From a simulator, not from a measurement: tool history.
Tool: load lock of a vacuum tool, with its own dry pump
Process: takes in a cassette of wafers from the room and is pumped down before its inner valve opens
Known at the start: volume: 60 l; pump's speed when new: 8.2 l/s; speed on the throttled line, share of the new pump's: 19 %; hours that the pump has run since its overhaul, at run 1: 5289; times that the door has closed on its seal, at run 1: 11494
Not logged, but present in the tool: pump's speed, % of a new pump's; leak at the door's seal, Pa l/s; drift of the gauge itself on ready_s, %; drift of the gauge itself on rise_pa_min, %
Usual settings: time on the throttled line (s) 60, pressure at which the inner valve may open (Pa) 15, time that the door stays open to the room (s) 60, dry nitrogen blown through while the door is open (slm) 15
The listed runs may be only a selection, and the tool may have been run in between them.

run	hour	time on the throttled line (s)	pressure at which the inner valve may open (Pa)	time that the door stays open to the room (s)	dry nitrogen blown through while the door is open (slm)	hours that the pump has run since its overhaul	times that the door has closed on its seal	incoming humidity of the room's air, %	time from the closed door until the inner valve may open (s)	rise of the pressure with all valves shut (Pa/min)
1	0	60	15	60	15	5289	11494	45.5	115.4	0.124
2	159	60	15	60	15	5448	11970	46.4	116	0.132
3	244.5	60	15	60	15	5533	12226	44.2	114.5	0.136
4	380	60	15	60	15	5669	12632	41.8	115.2	0.135
5	543.6	38	15	60	15	5833	13122	47.3	97.2	0.146
6	729.1	60	15	142	15	6018	13678	44.1	115	0.167
7	893.5	60	15	142	15	6183	14171	43.7	116.8	0.178
8	1012.1	60	15	142	15	6301	14526	46	115.9	0.183
9	1157.2	60	15	60	15	6446	14960	45.1	117	0.171
10	1346.6	60	15	60	15	6636	15528	42.9	115.5	0.188
11	1456.4	60	15	60	15	6745	15857	47.1	115.7	0.195
12	1577.1	60	15	60	15	6866	16218	41.9	115.2	0.189
13	1724.9	60	15	60	15	7014	16661	44.4	115.6	0.199
14	1910.8	31	15	60	15	7200	17218	46.4	92	0.221
15	1999.4	31	15	60	15	7288	17483	44.3	93.4	0.214
16	2117.3	31	15	60	15	7406	17836	45.9	92.9	0.223
17	2246	31	15	60	15	7535	18222	44.1	93.4	0.224
18	2329.6	55	15	60	15	7619	18472	45.6	109.5	0.228
19	2451.4	60	10	98	36	7740	18837	43.9	118.8	0.236
20	2556.6	95	13	50	11	7846	19152	48.7	146.4	0.242
21	2638.5	95	12	50	11	7927	19397	43.2	147	0.247
22	2775.4	95	12	50	11	8064	19808	41.8	146.3	0.25
23	2976.1	76	22	188	21	8265	20409	44.2	124.2	0.287
24	3163.8	96	15	144	14	8453	20971	44.1	144.9	0.297
25	3311.1	96	10	53	14	8600	21412	43	148.4	0.282
26	3470.4	67	15	28	32	8759	21889	46.2	120.2	0.281
27	3606.7	67	15	28	32	8896	22298	44.5	122.5	0.286
28	3776	53	15	60	26	9065	22805	43.9	109.5	0.31
29	3974.3	53	15	60	26	9263	23399	43.6	111.3	0.317
30	4150.1	53	15	60	26	9439	23925	45.9	111.9	0.334

Expected results for the next run?
31	4316.7	75	11	60	26	9606	24424	46.4	?	?

{"run 31": {"time from the closed door until the inner valve may open (s)": 130.2, "rise of the pressure with all valves shut (Pa/min)": 0.34}}
Were there no unlogged condition in the tool, this run, its random variation unchanged, would have produced time from the closed door until the inner valve may open (s) 126.5, rise of the pressure with all valves shut (Pa/min) 0.008.
